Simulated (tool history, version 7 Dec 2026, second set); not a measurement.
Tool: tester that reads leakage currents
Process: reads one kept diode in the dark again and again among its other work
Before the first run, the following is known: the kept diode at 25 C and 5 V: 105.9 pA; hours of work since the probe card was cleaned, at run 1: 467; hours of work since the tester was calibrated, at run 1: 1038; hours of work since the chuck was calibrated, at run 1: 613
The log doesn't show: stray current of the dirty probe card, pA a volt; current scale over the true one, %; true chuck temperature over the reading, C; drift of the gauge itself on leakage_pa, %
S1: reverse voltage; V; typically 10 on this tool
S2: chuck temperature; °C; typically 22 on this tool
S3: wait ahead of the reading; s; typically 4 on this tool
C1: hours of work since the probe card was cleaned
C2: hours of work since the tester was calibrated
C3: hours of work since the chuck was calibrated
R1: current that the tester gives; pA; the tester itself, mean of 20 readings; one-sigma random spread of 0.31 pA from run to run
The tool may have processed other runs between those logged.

Run 1, hour 0: usual settings; C1 467; C2 1038; C3 613. Result: R1 104.99 pA.
Run 2, hour 43.1: usual settings; C1 496; C2 1068; C3 642. Result: R1 105.14 pA.
Run 3, hour 75.2: usual settings; C1 518; C2 1090; C3 664. Result: R1 104.57 pA.
Run 4, hour 109.7: usual settings; C1 542; C2 1113; C3 688. Result: R1 105.81 pA.
Run 5, hour 132.9: usual settings but S1 4.8 V; C1 558; C2 1129; C3 704. Result: R1 78.07 pA.
Run 6, hour 154.9: usual settings but S3 5.18 s; C1 573; C2 1144; C3 719. Result: R1 106.22 pA.
Run 7, hour 182: usual settings but S3 5.18 s; C1 592; C2 1163; C3 738. Result: R1 105.52 pA.
Run 8, hour 202.2: usual settings; C1 606; C2 1177; C3 752. Result: R1 106.42 pA.
Run 9, hour 241.6: usual settings but S2 44 °C; C1 633; C2 1204; C3 779. Result: R1 612.21 pA.
Run 10, hour 260.7: usual settings but S2 44 °C; C1 646; C2 1217; C3 792. Result: R1 612.18 pA.
Run 11, hour 286: usual settings but S2 43 °C; C1 663; C2 1235; C3 809. Result: R1 566.96 pA.
Run 12, hour 322: usual settings but S1 1.3 V; C1 688; C2 1259; C3 834. Result: R1 47.07 pA.
Run 13, hour 358.2: usual settings but S1 1.3 V; C1 713; C2 1284; C3 859. Result: R1 47.07 pA.
At hour 363.3: probe card cleaned and baked.
Run 14, hour 379.9: usual settings but S3 0.56 s; C1 11; C2 1297; C3 872. Result: R1 114.77 pA.
Run 15, hour 415.9: usual settings but S3 0.56 s; C1 36; C2 1322; C3 896. Result: R1 115.18 pA.
Run 16, hour 442.8: usual settings but S3 0.56 s; C1 55; C2 1340; C3 915. Result: R1 115.46 pA.
At hour 458.7: probe card cleaned and baked, once more.
Run 17, hour 483.7: usual settings but S1 6.5 V, S2 25 °C, S3 0.68 s; C1 17; C2 1366; C3 941. Result: R1 105.69 pA.
Run 18, hour 506.5: usual settings but S1 4.5 V, S2 43 °C, S3 8.86 s; C1 33; C2 1382; C3 957. Result: R1 411.54 pA.
Run 19, hour 530.7: usual settings but S2 47 °C, S3 1.68 s; C1 49; C2 1399; C3 973. Result: R1 742.9 pA.
Run 20, hour 550.5: usual settings but S2 47 °C, S3 1.68 s; C1 63; C2 1412; C3 987. Result: R1 741.99 pA.
Run 21, hour 579: usual settings but S2 58 °C, S3 1.71 s; C1 83; C2 1432; C3 1006. Result: R1 1699.89 pA.
Run 22, hour 598.7: usual settings but S1 19.7 V, S2 49 °C, S3 1.12 s; C1 96; C2 1445; C3 1020. Result: R1 1096.83 pA.
Run 23, hour 633.6: usual settings but S1 19.7 V, S3 1.12 s; C1 120; C2 1469; C3 1044. Result: R1 122.26 pA.
Run 24, hour 655.5: usual settings but S1 19.7 V, S3 1.12 s; C1 135; C2 1484; C3 1059. Result: R1 122.7 pA.
Run 25, hour 683.3: usual settings but S1 19.7 V, S2 45 °C, S3 1.99 s; C1 154; C2 1503; C3 1078. Result: R1 799.75 pA.
Run 26, hour 704.5: usual settings but S1 19.7 V, S2 45 °C, S3 1.99 s; C1 169; C2 1518; C3 1093. Result: R1 798.64 pA.
Run 27, hour 741.9: usual settings but S1 19.7 V, S2 45 °C, S3 1.99 s; C1 195; C2 1544; C3 1118. Result: R1 795.13 pA.
Run 28, hour 761.7: usual settings but S1 1.3 V; C1 208; C2 1557; C3 1132. Result: R1 43.83 pA.
Run 29, hour 787.7: usual settings but S1 1.3 V, S2 21 °C, S3 9.01 s; C1 226; C2 1575; C3 1150. Result: R1 39.91 pA.
Run 30, hour 811.7: usual settings but S1 1.6 V, S2 33 °C, S3 1.14 s; C1 243; C2 1592; C3 1166. Result: R1 123.92 pA.
Run 31, hour 852.2: usual settings but S2 54 °C; C1 270; C2 1619; C3 1194. Result: R1 1243.84 pA.

A few steps of R1 between consecutive runs. Split each: what settings, incoming material and random variation would produce without the hidden state, and what is left over for the hidden state, along with gauge scatter present in only one of the two compared results (measured, and without hidden state):
Run 20 -> 21: S2 47 -> 58, S3 1.68 -> 1.71. R1 +957.9 pA: hidden state -111.36, all else +1069.26.
Run 22 -> 23: S2 49 -> 22. R1 -974.57 pA: hidden state +125.34, all else -1099.91.
Run 30 -> 31: S1 1.6 -> 10, S2 33 -> 54, S3 1.14 -> 4. R1 +1119.92 pA: hidden state -161.02, all else +1280.94.

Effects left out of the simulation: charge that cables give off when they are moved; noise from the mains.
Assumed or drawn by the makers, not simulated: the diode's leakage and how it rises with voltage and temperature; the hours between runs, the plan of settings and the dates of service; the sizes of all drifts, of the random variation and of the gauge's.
